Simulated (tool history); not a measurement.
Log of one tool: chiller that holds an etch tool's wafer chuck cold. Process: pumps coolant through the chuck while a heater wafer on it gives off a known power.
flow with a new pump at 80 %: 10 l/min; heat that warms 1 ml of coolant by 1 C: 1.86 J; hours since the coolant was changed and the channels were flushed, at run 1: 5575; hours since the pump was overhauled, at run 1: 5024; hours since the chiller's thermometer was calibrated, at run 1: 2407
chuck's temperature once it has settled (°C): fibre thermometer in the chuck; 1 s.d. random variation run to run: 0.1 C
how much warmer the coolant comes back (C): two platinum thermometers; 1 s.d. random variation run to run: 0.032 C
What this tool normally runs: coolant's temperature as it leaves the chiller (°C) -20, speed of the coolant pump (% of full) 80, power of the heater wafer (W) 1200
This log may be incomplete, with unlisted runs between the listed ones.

run	hour	coolant's temperature as it leaves the chiller (°C)	speed of the coolant pump (% of full)	power of the heater wafer (W)	hours since the coolant was changed and the channels were flushed	hours since the pump was overhauled	hours since the chiller's thermometer was calibrated	chuck's temperature once it has settled (°C)	how much warmer the coolant comes back (C)
1	0	-20	80	1200	5575	5024	2407	-10.5	4.17
2	185.7	-25	80	1200	5761	5209	2593	-15.4	4.24
3	276.5	-25	80	1200	5852	5300	2684	-15.4	4.26
4	432.6	-25	80	1200	6008	5456	2840	-15.4	4.28
5	614.5	-25	80	1200	6190	5638	3022	-14.9	4.27
6	706	-20	73	1200	6281	5730	3113	-9.4	4.73
7	846.4	-20	81	849	6422	5870	3254	-13.1	3.04
# hour 867.2: coolant pump overhauled
8	1028.5	-20	80	1719	6599	161	3431	-5.4	6.59
9	1125.8	-25	65	1200	6696	259	3528	-12.6	5.77
# hour 1143.3: chiller's thermometer calibrated
# hour 1164.9: coolant pump overhauled, once more
10	1337.9	-20	98	897	6902	173	190	-14.4	2.28

How the hidden state differs across the entries between the runs, from the last listed run before each to the first after it:
Run 7 -> run 8: coolant pump overhauled (hour 867.2)
  heat passed by the chuck's channels, % of clean ones': 91.7 -> 91.5; flow at a given pump speed, % of a new pump's: 89.7 -> 84.5; coolant's true temperature over the reading, C: 0.32 -> 0.34
  the result without the hidden state subtracted from the measured one, chuck's temperature once it has settled (°C): +1.2 -> +2.9; how much warmer the coolant comes back (C): +0.32 -> +1.02
Run 9 -> run 10: chiller's thermometer calibrated (hour 1143.3); coolant pump overhauled, once more (hour 1164.9)
  heat passed by the chuck's channels, % of clean ones': 91.4 -> 91.1; flow at a given pump speed, % of a new pump's: 84.3 -> 100.9; coolant's true temperature over the reading, C: 0.35 -> -0.02
  the result without the hidden state subtracted from the measured one, chuck's temperature once it has settled (°C): +2.6 -> +0.3; how much warmer the coolant comes back (C): +0.9 -> -0.02

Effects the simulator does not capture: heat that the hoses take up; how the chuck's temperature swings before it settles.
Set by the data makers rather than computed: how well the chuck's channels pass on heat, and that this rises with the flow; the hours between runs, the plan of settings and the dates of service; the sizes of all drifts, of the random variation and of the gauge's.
